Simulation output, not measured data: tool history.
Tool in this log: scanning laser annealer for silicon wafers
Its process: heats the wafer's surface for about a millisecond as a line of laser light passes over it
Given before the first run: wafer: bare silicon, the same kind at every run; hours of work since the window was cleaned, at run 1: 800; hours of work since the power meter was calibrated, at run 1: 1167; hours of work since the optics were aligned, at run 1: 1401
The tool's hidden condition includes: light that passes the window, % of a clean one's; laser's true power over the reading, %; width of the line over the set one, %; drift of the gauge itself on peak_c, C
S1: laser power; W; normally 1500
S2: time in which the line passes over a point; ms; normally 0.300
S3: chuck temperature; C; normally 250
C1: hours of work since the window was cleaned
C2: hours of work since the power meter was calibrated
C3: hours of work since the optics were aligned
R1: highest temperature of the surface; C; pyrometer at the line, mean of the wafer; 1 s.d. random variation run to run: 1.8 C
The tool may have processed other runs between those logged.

run   hour    S1     S2   S3   C1    C2    C3    R1
  1    0.0  1500  0.300  250  800  1167  1401   954
  2   30.4  1500  0.300  250  814  1181  1415   953
      43.0  -- window over the wafer cleaned
  3   63.4  1500  0.300  250    9  1195  1429   998
  4  100.2  1500  0.300  277   26  1212  1446  1022
  5  150.5  1500  0.300  250   49  1235  1470   994
  6  177.5  1500  0.224  250   62  1248  1482   908
  7  220.3  1500  0.300  250   81  1268  1502   990
     226.2  -- laser's power meter calibrated
  8  249.1  1500  0.300  250   93    11  1513   992
  9  297.2  1500  0.300  250  115    33  1536   989
 10  340.5  1338  0.300  262  135    53  1555   896
 11  374.4  1338  0.301  221  151    68  1571   858
 12  403.8  1338  0.301  221  165    82  1585   852
 13  441.3  1338  0.301  221  182    99  1602   854
 14  469.4  1338  0.301  221  195   112  1615   851

Here are 5 independent what-if runs from the current tool condition. What would each one return?
  A  515.4  1338  0.301  281  216  133  1636   ?
  B  515.4  1513  0.332  221  216  133  1636   ?
  C  515.4  1634  0.329  272  216  133  1636   ?
  D  515.4  1500  0.300  280  216  133  1636   ?
  E  515.4  1592  0.323  221  216  133  1636   ?

run    R1
  A   907
  B   991
  C  1121
  D  1008
  E  1034
Stripped of hidden state, with their random variation kept, the same runs would have yielded:
run    R1
  A   948
  B  1040
  C  1176
  D  1054
  E  1086
